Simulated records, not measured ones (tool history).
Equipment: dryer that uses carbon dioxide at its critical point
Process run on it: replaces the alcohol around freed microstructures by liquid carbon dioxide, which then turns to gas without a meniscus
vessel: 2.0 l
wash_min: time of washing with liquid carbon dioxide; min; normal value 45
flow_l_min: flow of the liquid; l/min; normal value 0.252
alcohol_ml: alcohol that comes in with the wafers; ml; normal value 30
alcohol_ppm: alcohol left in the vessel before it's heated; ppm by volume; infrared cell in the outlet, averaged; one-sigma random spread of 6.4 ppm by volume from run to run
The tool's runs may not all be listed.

run 1 hour=0 | wash_min=45 flow_l_min=0.252 alcohol_ml=30 | alcohol_ppm=379
run 2 hour=4.4 | wash_min=45 flow_l_min=0.252 alcohol_ml=30 | alcohol_ppm=375
run 3 hour=13.6 | wash_min=45 flow_l_min=0.252 alcohol_ml=30 | alcohol_ppm=382
run 4 hour=21.4 | wash_min=45 flow_l_min=0.252 alcohol_ml=30 | alcohol_ppm=385
run 5 hour=29 | wash_min=45 flow_l_min=0.252 alcohol_ml=30 | alcohol_ppm=385
run 6 hour=34.3 | wash_min=45 flow_l_min=0.252 alcohol_ml=30 | alcohol_ppm=392
run 7 hour=40.8 | wash_min=45 flow_l_min=0.252 alcohol_ml=30 | alcohol_ppm=399
-- hour=44 inlet filter changed
run 8 hour=48.9 | wash_min=45 flow_l_min=0.252 alcohol_ml=30 | alcohol_ppm=314
run 9 hour=55.3 | wash_min=45 flow_l_min=0.252 alcohol_ml=30 | alcohol_ppm=324
run 10 hour=63 | wash_min=45 flow_l_min=0.252 alcohol_ml=30 | alcohol_ppm=330
run 11 hour=71.2 | wash_min=45 flow_l_min=0.252 alcohol_ml=30 | alcohol_ppm=344
run 12 hour=74.9 | wash_min=62 flow_l_min=0.252 alcohol_ml=30 | alcohol_ppm=124
run 13 hour=81.7 | wash_min=62 flow_l_min=0.252 alcohol_ml=30 | alcohol_ppm=137
run 14 hour=85.6 | wash_min=45 flow_l_min=0.252 alcohol_ml=30 | alcohol_ppm=335
run 15 hour=91.8 | wash_min=45 flow_l_min=0.252 alcohol_ml=30 | alcohol_ppm=353
run 16 hour=95.6 | wash_min=45 flow_l_min=0.252 alcohol_ml=30 | alcohol_ppm=340
run 17 hour=104.8 | wash_min=45 flow_l_min=0.252 alcohol_ml=30 | alcohol_ppm=347
run 18 hour=110.2 | wash_min=45 flow_l_min=0.252 alcohol_ml=42 | alcohol_ppm=461
run 19 hour=115.3 | wash_min=45 flow_l_min=0.252 alcohol_ml=42 | alcohol_ppm=465
run 20 hour=122.2 | wash_min=45 flow_l_min=0.252 alcohol_ml=30 | alcohol_ppm=361
run 21 hour=127.2 | wash_min=45 flow_l_min=0.252 alcohol_ml=30 | alcohol_ppm=372
run 22 hour=134.2 | wash_min=45 flow_l_min=0.252 alcohol_ml=30 | alcohol_ppm=348
run 23 hour=140.3 | wash_min=45 flow_l_min=0.252 alcohol_ml=94 | alcohol_ppm=977
run 24 hour=149.1 | wash_min=45 flow_l_min=0.177 alcohol_ml=94 | alcohol_ppm=3256
run 25 hour=157.2 | wash_min=66 flow_l_min=0.252 alcohol_ml=30 | alcohol_ppm=125
run 26 hour=166 | wash_min=54 flow_l_min=0.378 alcohol_ml=30 | alcohol_ppm=84
run 27 hour=170.7 | wash_min=54 flow_l_min=0.378 alcohol_ml=30 | alcohol_ppm=87
run 28 hour=179.4 | wash_min=29 flow_l_min=0.252 alcohol_ml=30 | alcohol_ppm=1209
run 29 hour=188.6 | wash_min=41 flow_l_min=0.366 alcohol_ml=21 | alcohol_ppm=132
run 30 hour=195.1 | wash_min=31 flow_l_min=0.272 alcohol_ml=21 | alcohol_ppm=644
run 31 hour=201.6 | wash_min=31 flow_l_min=0.272 alcohol_ml=21 | alcohol_ppm=652
run 32 hour=208.1 | wash_min=31 flow_l_min=0.272 alcohol_ml=21 | alcohol_ppm=660
run 33 hour=217.1 | wash_min=31 flow_l_min=0.272 alcohol_ml=21 | alcohol_ppm=643
run 34 hour=224.8 | wash_min=30 flow_l_min=0.254 alcohol_ml=30 | alcohol_ppm=1140
run 35 hour=228.6 | wash_min=30 flow_l_min=0.254 alcohol_ml=30 | alcohol_ppm=1158
run 36 hour=232.4 | wash_min=61 flow_l_min=0.254 alcohol_ml=31 | alcohol_ppm=169
run 37 hour=239.8 | wash_min=44 flow_l_min=0.273 alcohol_ml=31 | alcohol_ppm=330
run 38 hour=248.9 | wash_min=29 flow_l_min=0.154 alcohol_ml=57 | alcohol_ppm=6307
run 39 hour=254.3 | wash_min=43 flow_l_min=0.186 alcohol_ml=40 | alcohol_ppm=1449
run 40 hour=259.8 | wash_min=43 flow_l_min=0.186 alcohol_ml=40 | alcohol_ppm=1467
run 41 hour=263.7 | wash_min=54 flow_l_min=0.16 alcohol_ml=37 | alcohol_ppm=1147
run 42 hour=268 | wash_min=68 flow_l_min=0.23 alcohol_ml=104 | alcohol_ppm=349
run 43 hour=272.5 | wash_min=47 flow_l_min=0.252 alcohol_ml=35 | alcohol_ppm=386
run 44 hour=279.9 | wash_min=47 flow_l_min=0.252 alcohol_ml=35 | alcohol_ppm=401
run 45 hour=287.5 | wash_min=47 flow_l_min=0.252 alcohol_ml=35 | alcohol_ppm=410
run 46 hour=292.2 | wash_min=28 flow_l_min=0.278 alcohol_ml=21 | alcohol_ppm=849

A few steps of alcohol_ppm between consecutive runs. Split each: what settings, incoming material and random variation would produce without the hidden state, and what is left over for the hidden state, along with gauge scatter present in only one of the two compared results (measured, and without hidden state):
The tool's hidden condition here consists of: flow that reaches the vessel past the clogged filter, %; alcohol in the recycled carbon dioxide, ppm; drift of the gauge itself on alcohol_ppm, %.
Run 24 -> 25: wash_min 45 -> 66, flow_l_min 0.177 -> 0.252, alcohol_ml 94 -> 30. alcohol_ppm -3131 ppm by volume: hidden state -182, all else -2949.
Run 37 -> 38: wash_min 44 -> 29, flow_l_min 0.273 -> 0.154, alcohol_ml 31 -> 57. alcohol_ppm +5977 ppm by volume: hidden state +336, all else +5641.
Run 38 -> 39: wash_min 29 -> 43, flow_l_min 0.154 -> 0.186, alcohol_ml 57 -> 40. alcohol_ppm -4858 ppm by volume: hidden state -223, all else -4635.
